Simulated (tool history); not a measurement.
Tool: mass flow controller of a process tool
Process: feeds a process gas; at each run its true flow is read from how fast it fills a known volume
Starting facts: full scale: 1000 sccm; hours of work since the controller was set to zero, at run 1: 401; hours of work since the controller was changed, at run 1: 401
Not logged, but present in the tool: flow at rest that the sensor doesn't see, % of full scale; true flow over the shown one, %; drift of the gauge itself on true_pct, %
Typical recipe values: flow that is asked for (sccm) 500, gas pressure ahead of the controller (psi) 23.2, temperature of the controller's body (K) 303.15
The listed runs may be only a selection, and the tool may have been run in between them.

run,hour,flow that is asked for (sccm),gas pressure ahead of the controller (psi),temperature of the controller's body (K),hours of work since the controller was set to zero,hours of work since the controller was changed,true flow (%)
1,0,500,23.2,303.15,401,401,99.83
2,200.7,500,23.2,310.15,526,526,100.27
3,425.2,500,23.2,303.15,667,667,100.07
4,552.8,500,26.3,303.15,746,746,100
5,763.2,500,23.2,308.15,878,878,100.31
6,984.4,500,23.2,303.15,1016,1016,100.18
7,1169.5,500,23.2,303.15,1132,1132,100.14
8,1411.3,500,23.2,303.15,1283,1283,100.26
9,1646.4,500,23.2,294.15,1430,1430,100.01
10,1856.7,839,23.2,303.15,1561,1561,100.66
11,2068.9,500,23.2,303.15,1694,1694,100.45
12,2240.8,500,23.2,303.15,1802,1802,100.37
13,2393,539,23.2,303.15,1897,1897,100.5
14,2624.1,539,23.2,303.15,2041,2041,100.56
15,2846.7,500,26,303.15,2180,2180,100.48
16,2983.1,500,26,303.15,2266,2266,100.52
17,3216.3,500,22.2,303.15,2411,2411,100.8
18,3391.3,830,22.2,308.15,2521,2521,101.36
19,3494.3,504,25.1,312.15,2585,2585,101
20,3736.9,286,23.2,294.15,2737,2737,100.34
21,3916.1,500,26.3,303.15,2849,2849,100.73
22,4028.3,500,38.6,302.15,2919,2919,100.44
23,4143.6,522,23.2,303.15,2991,2991,101.06
24,4301.8,522,23.2,303.15,3090,3090,101.05
25,4417.8,330,23.2,303.15,3162,3162,100.96
26,4608.5,266,23.2,297.15,3282,3282,100.56
27,4834.9,500,22.9,303.15,3423,3423,101.25

Run 28 is up next; what results do you expect?
28,4956.1,704,37.3,294.15,3499,3499,?

true flow (%): 100.77
Were there no unlogged condition in the tool, this run, its random variation unchanged, would have produced true flow (%) 99.37.

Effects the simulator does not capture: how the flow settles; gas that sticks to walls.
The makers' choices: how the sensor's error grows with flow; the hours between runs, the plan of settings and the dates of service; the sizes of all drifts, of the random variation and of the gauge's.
